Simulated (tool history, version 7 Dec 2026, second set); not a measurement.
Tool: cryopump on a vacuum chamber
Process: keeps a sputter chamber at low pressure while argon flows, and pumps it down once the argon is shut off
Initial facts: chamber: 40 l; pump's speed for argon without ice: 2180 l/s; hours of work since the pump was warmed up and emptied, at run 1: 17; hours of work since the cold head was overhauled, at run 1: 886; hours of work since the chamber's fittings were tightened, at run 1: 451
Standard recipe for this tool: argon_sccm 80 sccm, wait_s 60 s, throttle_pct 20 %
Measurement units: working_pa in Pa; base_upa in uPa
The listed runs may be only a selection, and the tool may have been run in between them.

| run | hour | argon_sccm | wait_s | throttle_pct | hours of work since the pump was warmed up and emptied | hours of work since the cold head was overhauled | hours of work since the chamber's fittings were tightened | working_pa | base_upa |
|---|---|---|---|---|---|---|---|---|---|
| 1 | 0 | 80 | 60 | 20 | 17 | 886 | 451 | 0.3118 | 0.76 |
| 2 | 33.3 | 80 | 60 | 20 | 42 | 911 | 476 | 0.312 | 0.82 |
| 3 | 56.7 | 80 | 60 | 20 | 60 | 929 | 494 | 0.3147 | 0.78 |
| 4 | 98.4 | 80 | 60 | 20 | 91 | 960 | 525 | 0.3146 | 0.85 |
| 5 | 137.4 | 68 | 60 | 20 | 120 | 990 | 554 | 0.2697 | 0.91 |
| 6 | 184.6 | 68 | 60 | 20 | 156 | 1025 | 590 | 0.268 | 0.94 |
| 7 | 217.6 | 80 | 60 | 25 | 181 | 1050 | 615 | 0.2554 | 0.92 |
| 8 | 252.2 | 128 | 60 | 20 | 207 | 1076 | 641 | 0.5119 | 0.93 |
| 9 | 273.1 | 80 | 60 | 20 | 222 | 1091 | 656 | 0.3182 | 1.05 |
| 10 | 324.1 | 80 | 60 | 20 | 261 | 1130 | 695 | 0.323 | 1.04 |
| 11 | 364.2 | 80 | 60 | 20 | 291 | 1160 | 725 | 0.3243 | 1.07 |
| 12 | 394.8 | 80 | 60 | 20 | 314 | 1183 | 748 | 0.3248 | 1.14 |
| 13 | 416.5 | 39 | 23 | 45 | 330 | 1199 | 764 | 0.0735 | 1.58 |
| 14 | 438.7 | 39 | 23 | 45 | 347 | 1216 | 781 | 0.0743 | 1.57 |
| 15 | 473.5 | 138 | 91 | 45 | 373 | 1242 | 807 | 0.2677 | 1.17 |
| 16 | 504.3 | 73 | 281 | 20 | 396 | 1265 | 830 | 0.2971 | 1.05 |
|  | 528.1 | pump warmed up, emptied and cooled again |
| 17 | 538.9 | 73 | 281 | 20 | 8 | 1287 | 852 | 0.282 | 0.86 |
| 18 | 566.4 | 73 | 150 | 34 | 29 | 1308 | 873 | 0.1698 | 0.98 |
| 19 | 612 | 73 | 150 | 34 | 63 | 1342 | 907 | 0.1699 | 0.97 |
| 20 | 643.7 | 32 | 105 | 20 | 87 | 1366 | 931 | 0.1264 | 1.03 |
| 21 | 692.2 | 32 | 250 | 20 | 123 | 1402 | 967 | 0.1263 | 1 |
| 22 | 715.7 | 57 | 124 | 40 | 141 | 1420 | 985 | 0.1147 | 1.13 |
| 23 | 755.2 | 80 | 35 | 46 | 171 | 1450 | 1014 | 0.1424 | 1.45 |

3 options for the next run, each taken on its own from the tool as it stands now. Forecast them:
| A | 781.6 | 33 | 94 | 51 | 190 | 1469 | 1034 | ? | ? |
| B | 781.6 | 78 | 239 | 50 | 190 | 1469 | 1034 | ? | ? |
| C | 781.6 | 80 | 90 | 34 | 190 | 1469 | 1034 | ? | ? |

| run | working_pa | base_upa |
|---|---|---|
| A | 0.0537 | 1.23 |
| B | 0.1295 | 1.11 |
| C | 0.1924 | 1.15 |
With no hidden state in the tool, these same runs would have given:
| run | working_pa | base_upa |
|---|---|---|
| A | 0.0502 | 0.31 |
| B | 0.1213 | 0.21 |
| C | 0.184 | 0.26 |

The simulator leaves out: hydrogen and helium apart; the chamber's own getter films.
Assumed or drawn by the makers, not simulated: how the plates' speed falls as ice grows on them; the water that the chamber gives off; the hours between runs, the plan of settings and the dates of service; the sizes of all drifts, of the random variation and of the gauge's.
